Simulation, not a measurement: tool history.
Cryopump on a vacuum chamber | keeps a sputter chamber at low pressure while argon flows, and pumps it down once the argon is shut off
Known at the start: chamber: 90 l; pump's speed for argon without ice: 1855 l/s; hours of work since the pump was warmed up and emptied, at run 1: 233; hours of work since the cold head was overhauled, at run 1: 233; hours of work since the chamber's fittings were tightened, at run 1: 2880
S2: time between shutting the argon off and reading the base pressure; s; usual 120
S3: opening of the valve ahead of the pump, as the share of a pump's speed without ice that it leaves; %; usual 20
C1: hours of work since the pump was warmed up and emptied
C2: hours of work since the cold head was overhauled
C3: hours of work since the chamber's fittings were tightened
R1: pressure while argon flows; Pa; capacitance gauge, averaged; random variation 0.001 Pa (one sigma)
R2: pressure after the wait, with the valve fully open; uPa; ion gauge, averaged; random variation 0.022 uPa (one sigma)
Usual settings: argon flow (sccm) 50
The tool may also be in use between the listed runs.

run 1 hour=0 | argon_flow_(sccm)=50 S2=120 S3=20 | C1=233 C2=233 C3=2880 | R1=0.2334 R2=2.51
run 2 hour=54.6 | argon_flow_(sccm)=50 S2=120 S3=20 | C1=277 C2=277 C3=2924 | R1=0.2359 R2=2.52
run 3 hour=127.4 | argon_flow_(sccm)=50 S2=120 S3=20 | C1=335 C2=335 C3=2982 | R1=0.2373 R2=2.78
run 4 hour=195 | argon_flow_(sccm)=50 S2=120 S3=21 | C1=389 C2=389 C3=3036 | R1=0.228 R2=2.74
-- hour=251.4 pump warmed up, emptied and cooled again
run 5 hour=272.7 | argon_flow_(sccm)=50 S2=120 S3=36 | C1=17 C2=447 C3=3095 | R1=0.1268 R2=2.46
run 6 hour=314 | argon_flow_(sccm)=50 S2=120 S3=20 | C1=50 C2=480 C3=3128 | R1=0.2305 R2=2.49
run 7 hour=347.1 | argon_flow_(sccm)=50 S2=120 S3=20 | C1=77 C2=507 C3=3154 | R1=0.2297 R2=2.51
run 8 hour=397 | argon_flow_(sccm)=63 S2=120 S3=20 | C1=116 C2=547 C3=3194 | R1=0.2909 R2=2.63
run 9 hour=461.1 | argon_flow_(sccm)=63 S2=120 S3=20 | C1=168 C2=598 C3=3245 | R1=0.2937 R2=2.63
run 10 hour=534.1 | argon_flow_(sccm)=50 S2=120 S3=18 | C1=226 C2=656 C3=3304 | R1=0.26 R2=2.84
run 11 hour=575.8 | argon_flow_(sccm)=50 S2=120 S3=18 | C1=260 C2=690 C3=3337 | R1=0.261 R2=2.85
run 12 hour=616.4 | argon_flow_(sccm)=50 S2=120 S3=20 | C1=292 C2=722 C3=3370 | R1=0.2381 R2=3
run 13 hour=680 | argon_flow_(sccm)=50 S2=120 S3=20 | C1=343 C2=773 C3=3421 | R1=0.2365 R2=3.04
run 14 hour=713.1 | argon_flow_(sccm)=50 S2=120 S3=20 | C1=369 C2=800 C3=3447 | R1=0.2388 R2=3.16
run 15 hour=762.9 | argon_flow_(sccm)=50 S2=120 S3=19 | C1=409 C2=840 C3=3487 | R1=0.2526 R2=3.26
-- hour=796 pump warmed up, emptied and cooled again
run 16 hour=814 | argon_flow_(sccm)=50 S2=120 S3=19 | C1=14 C2=876 C3=3524 | R1=0.241 R2=2.73
run 17 hour=862.9 | argon_flow_(sccm)=50 S2=120 S3=20 | C1=54 C2=916 C3=3563 | R1=0.2292 R2=2.71
run 18 hour=901.4 | argon_flow_(sccm)=40 S2=111 S3=35 | C1=84 C2=946 C3=3594 | R1=0.1056 R2=2.82
-- hour=915.8 leaking fittings of the chamber tightened, without venting
run 19 hour=954 | argon_flow_(sccm)=40 S2=111 S3=38 | C1=125 C2=987 C3=31 | R1=0.098 R2=0.58
run 20 hour=1016.9 | argon_flow_(sccm)=35 S2=120 S3=43 | C1=175 C2=1037 C3=81 | R1=0.0776 R2=0.62
run 21 hour=1079 | argon_flow_(sccm)=35 S2=120 S3=43 | C1=225 C2=1087 C3=131 | R1=0.0791 R2=0.67
run 22 hour=1148.2 | argon_flow_(sccm)=49 S2=120 S3=31 | C1=280 C2=1142 C3=186 | R1=0.1518 R2=0.73
run 23 hour=1192.5 | argon_flow_(sccm)=49 S2=120 S3=31 | C1=316 C2=1178 C3=221 | R1=0.152 R2=0.76
run 24 hour=1254 | argon_flow_(sccm)=61 S2=78 S3=41 | C1=365 C2=1227 C3=271 | R1=0.1488 R2=0.98
run 25 hour=1321 | argon_flow_(sccm)=61 S2=83 S3=41 | C1=418 C2=1281 C3=324 | R1=0.1505 R2=1
-- hour=1337.8 pump warmed up, emptied and cooled again
run 26 hour=1393.3 | argon_flow_(sccm)=25 S2=32 S3=41 | C1=44 C2=1334 C3=378 | R1=0.0583 R2=1.88
run 27 hour=1430.6 | argon_flow_(sccm)=25 S2=42 S3=45 | C1=74 C2=1364 C3=408 | R1=0.0508 R2=1.57
run 28 hour=1473.5 | argon_flow_(sccm)=27 S2=71 S3=20 | C1=109 C2=1398 C3=442 | R1=0.1245 R2=1.13
run 29 hour=1543.4 | argon_flow_(sccm)=27 S2=71 S3=20 | C1=164 C2=1454 C3=498 | R1=0.1262 R2=1.21
run 30 hour=1601.1 | argon_flow_(sccm)=27 S2=71 S3=20 | C1=211 C2=1501 C3=544 | R1=0.1278 R2=1.21
run 31 hour=1665.2 | argon_flow_(sccm)=27 S2=71 S3=20 | C1=262 C2=1552 C3=596 | R1=0.1274 R2=1.28
run 32 hour=1709.8 | argon_flow_(sccm)=27 S2=29 S3=37 | C1=298 C2=1588 C3=631 | R1=0.0705 R2=2.28
run 33 hour=1751.6 | argon_flow_(sccm)=27 S2=29 S3=37 | C1=331 C2=1621 C3=665 | R1=0.0717 R2=2.28

Run 34 comes next. What will it give?
run 34 hour=1801.1 | argon_flow_(sccm)=27 S2=29 S3=37 | C1=371 C2=1661 C3=704 | R1=? R2=?

Run 34 gave R1 0.0725 Pa, R2 2.37 uPa.
Without the tool's hidden state the same run would have given R1 0.0659 Pa, R2 1.81 uPa.

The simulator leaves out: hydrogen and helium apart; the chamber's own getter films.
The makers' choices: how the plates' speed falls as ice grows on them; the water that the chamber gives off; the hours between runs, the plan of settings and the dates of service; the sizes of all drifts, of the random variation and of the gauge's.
